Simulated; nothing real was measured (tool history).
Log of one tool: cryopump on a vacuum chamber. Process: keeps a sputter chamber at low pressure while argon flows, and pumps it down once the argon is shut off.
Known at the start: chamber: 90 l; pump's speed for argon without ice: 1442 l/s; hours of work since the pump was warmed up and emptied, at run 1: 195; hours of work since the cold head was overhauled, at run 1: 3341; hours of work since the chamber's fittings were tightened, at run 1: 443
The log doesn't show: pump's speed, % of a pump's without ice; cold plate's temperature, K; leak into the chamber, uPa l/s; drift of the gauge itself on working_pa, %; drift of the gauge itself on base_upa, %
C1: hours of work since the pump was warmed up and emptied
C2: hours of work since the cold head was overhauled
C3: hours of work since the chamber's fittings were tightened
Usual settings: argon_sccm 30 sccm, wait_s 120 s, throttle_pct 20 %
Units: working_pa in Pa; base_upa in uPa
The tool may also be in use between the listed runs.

{"run": 1, "hour": 0.0, "argon_sccm": 30, "wait_s": 120, "throttle_pct": 20, "C1": 195, "C2": 3341, "C3": 443, "working_pa": 0.1809, "base_upa": 1.55}
{"run": 2, "hour": 49.0, "argon_sccm": 30, "wait_s": 120, "throttle_pct": 20, "C1": 236, "C2": 3383, "C3": 484, "working_pa": 0.183, "base_upa": 1.61}
{"run": 3, "hour": 141.0, "argon_sccm": 30, "wait_s": 120, "throttle_pct": 20, "C1": 314, "C2": 3461, "C3": 562, "working_pa": 0.1859, "base_upa": 1.68}
{"run": 4, "hour": 233.1, "argon_sccm": 30, "wait_s": 120, "throttle_pct": 20, "C1": 392, "C2": 3539, "C3": 640, "working_pa": 0.1867, "base_upa": 1.88}
{"run": 5, "hour": 279.1, "argon_sccm": 30, "wait_s": 120, "throttle_pct": 20, "C1": 431, "C2": 3578, "C3": 679, "working_pa": 0.1869, "base_upa": 1.99}
{"run": 6, "hour": 386.4, "argon_sccm": 30, "wait_s": 120, "throttle_pct": 29, "C1": 522, "C2": 3669, "C3": 770, "working_pa": 0.1354, "base_upa": 2.14}
{"run": 7, "hour": 474.2, "argon_sccm": 30, "wait_s": 120, "throttle_pct": 31, "C1": 596, "C2": 3743, "C3": 844, "working_pa": 0.1299, "base_upa": 2.35}
{"run": 8, "hour": 569.1, "argon_sccm": 30, "wait_s": 126, "throttle_pct": 31, "C1": 677, "C2": 3823, "C3": 925, "working_pa": 0.1324, "base_upa": 2.64}
{"hour": 642.9, "done": "pump warmed up, emptied and cooled again"}
{"run": 9, "hour": 643.2, "argon_sccm": 17, "wait_s": 120, "throttle_pct": 20, "C1": 0, "C2": 3882, "C3": 983, "working_pa": 0.0987, "base_upa": 2.1}
{"run": 10, "hour": 693.4, "argon_sccm": 17, "wait_s": 120, "throttle_pct": 20, "C1": 43, "C2": 3924, "C3": 1026, "working_pa": 0.1021, "base_upa": 2.15}
{"run": 11, "hour": 757.2, "argon_sccm": 17, "wait_s": 120, "throttle_pct": 20, "C1": 97, "C2": 3979, "C3": 1080, "working_pa": 0.1032, "base_upa": 2.23}
{"run": 12, "hour": 815.8, "argon_sccm": 30, "wait_s": 120, "throttle_pct": 20, "C1": 146, "C2": 4028, "C3": 1129, "working_pa": 0.1814, "base_upa": 2.28}
{"run": 13, "hour": 866.3, "argon_sccm": 30, "wait_s": 120, "throttle_pct": 20, "C1": 189, "C2": 4071, "C3": 1172, "working_pa": 0.1819, "base_upa": 2.47}
{"run": 14, "hour": 929.6, "argon_sccm": 30, "wait_s": 120, "throttle_pct": 20, "C1": 243, "C2": 4125, "C3": 1226, "working_pa": 0.182, "base_upa": 2.65}
{"run": 15, "hour": 1001.8, "argon_sccm": 30, "wait_s": 232, "throttle_pct": 20, "C1": 304, "C2": 4186, "C3": 1287, "working_pa": 0.1846, "base_upa": 2.44}
{"run": 16, "hour": 1107.3, "argon_sccm": 30, "wait_s": 50, "throttle_pct": 42, "C1": 393, "C2": 4275, "C3": 1376, "working_pa": 0.0955, "base_upa": 3.95}
{"run": 17, "hour": 1213.6, "argon_sccm": 30, "wait_s": 50, "throttle_pct": 42, "C1": 483, "C2": 4365, "C3": 1466, "working_pa": 0.0969, "base_upa": 4.13}
{"run": 18, "hour": 1260.0, "argon_sccm": 30, "wait_s": 62, "throttle_pct": 21, "C1": 523, "C2": 4404, "C3": 1506, "working_pa": 0.1812, "base_upa": 3.9}
{"run": 19, "hour": 1314.5, "argon_sccm": 30, "wait_s": 62, "throttle_pct": 21, "C1": 569, "C2": 4451, "C3": 1552, "working_pa": 0.1857, "base_upa": 4.03}
{"run": 20, "hour": 1401.2, "argon_sccm": 30, "wait_s": 134, "throttle_pct": 39, "C1": 642, "C2": 4524, "C3": 1625, "working_pa": 0.1087, "base_upa": 3.68}
{"hour": 1422.1, "done": "leaking fittings of the chamber tightened, without venting"}
{"hour": 1518.1, "done": "pump warmed up, emptied and cooled again"}
{"run": 21, "hour": 1518.1, "argon_sccm": 30, "wait_s": 134, "throttle_pct": 39, "C1": 0, "C2": 4617, "C3": 77, "working_pa": 0.0923, "base_upa": 0.97}
{"run": 22, "hour": 1612.5, "argon_sccm": 30, "wait_s": 120, "throttle_pct": 28, "C1": 80, "C2": 4697, "C3": 157, "working_pa": 0.1305, "base_upa": 1.12}
{"run": 23, "hour": 1677.9, "argon_sccm": 41, "wait_s": 28, "throttle_pct": 23, "C1": 135, "C2": 4752, "C3": 212, "working_pa": 0.2156, "base_upa": 3.53}
{"run": 24, "hour": 1730.3, "argon_sccm": 41, "wait_s": 28, "throttle_pct": 23, "C1": 180, "C2": 4797, "C3": 257, "working_pa": 0.2157, "base_upa": 3.43}
{"run": 25, "hour": 1836.7, "argon_sccm": 34, "wait_s": 116, "throttle_pct": 20, "C1": 270, "C2": 4887, "C3": 347, "working_pa": 0.2105, "base_upa": 1.44}
{"run": 26, "hour": 1904.8, "argon_sccm": 50, "wait_s": 75, "throttle_pct": 20, "C1": 328, "C2": 4945, "C3": 405, "working_pa": 0.3095, "base_upa": 1.92}
{"run": 27, "hour": 1957.6, "argon_sccm": 50, "wait_s": 75, "throttle_pct": 20, "C1": 372, "C2": 4989, "C3": 449, "working_pa": 0.312, "base_upa": 2.08}
{"run": 28, "hour": 2053.2, "argon_sccm": 50, "wait_s": 75, "throttle_pct": 20, "C1": 453, "C2": 5070, "C3": 530, "working_pa": 0.3142, "base_upa": 2.22}
{"run": 29, "hour": 2121.8, "argon_sccm": 23, "wait_s": 55, "throttle_pct": 20, "C1": 511, "C2": 5128, "C3": 588, "working_pa": 0.1464, "base_upa": 2.72}
{"run": 30, "hour": 2225.2, "argon_sccm": 23, "wait_s": 55, "throttle_pct": 20, "C1": 599, "C2": 5216, "C3": 676, "working_pa": 0.1485, "base_upa": 2.9}

Forecast each of these 5 alternatives for the next run:
{"run": "A", "hour": 2276.1, "argon_sccm": 19, "wait_s": 120, "throttle_pct": 20, "C1": 642, "C2": 5259, "C3": 719, "working_pa": "?", "base_upa": "?"}
{"run": "B", "hour": 2276.1, "argon_sccm": 48, "wait_s": 72, "throttle_pct": 26, "C1": 642, "C2": 5259, "C3": 719, "working_pa": "?", "base_upa": "?"}
{"run": "C", "hour": 2276.1, "argon_sccm": 22, "wait_s": 84, "throttle_pct": 32, "C1": 642, "C2": 5259, "C3": 719, "working_pa": "?", "base_upa": "?"}
{"run": "D", "hour": 2276.1, "argon_sccm": 25, "wait_s": 120, "throttle_pct": 23, "C1": 642, "C2": 5259, "C3": 719, "working_pa": "?", "base_upa": "?"}
{"run": "E", "hour": 2276.1, "argon_sccm": 40, "wait_s": 55, "throttle_pct": 20, "C1": 642, "C2": 5259, "C3": 719, "working_pa": "?", "base_upa": "?"}

run=A working_pa=0.1239 base_upa=2.25
run=B working_pa=0.2482 base_upa=2.72
run=C working_pa=0.0949 base_upa=2.55
run=D working_pa=0.1436 base_upa=2.24
run=E working_pa=0.2618 base_upa=3.01
Without the tool's hidden state the same runs would have given:
run=A working_pa=0.1117 base_upa=0.85
run=B working_pa=0.2172 base_upa=1.32
run=C working_pa=0.0807 base_upa=1.15
run=D working_pa=0.1276 base_upa=0.87
run=E working_pa=0.2360 base_upa=1.63
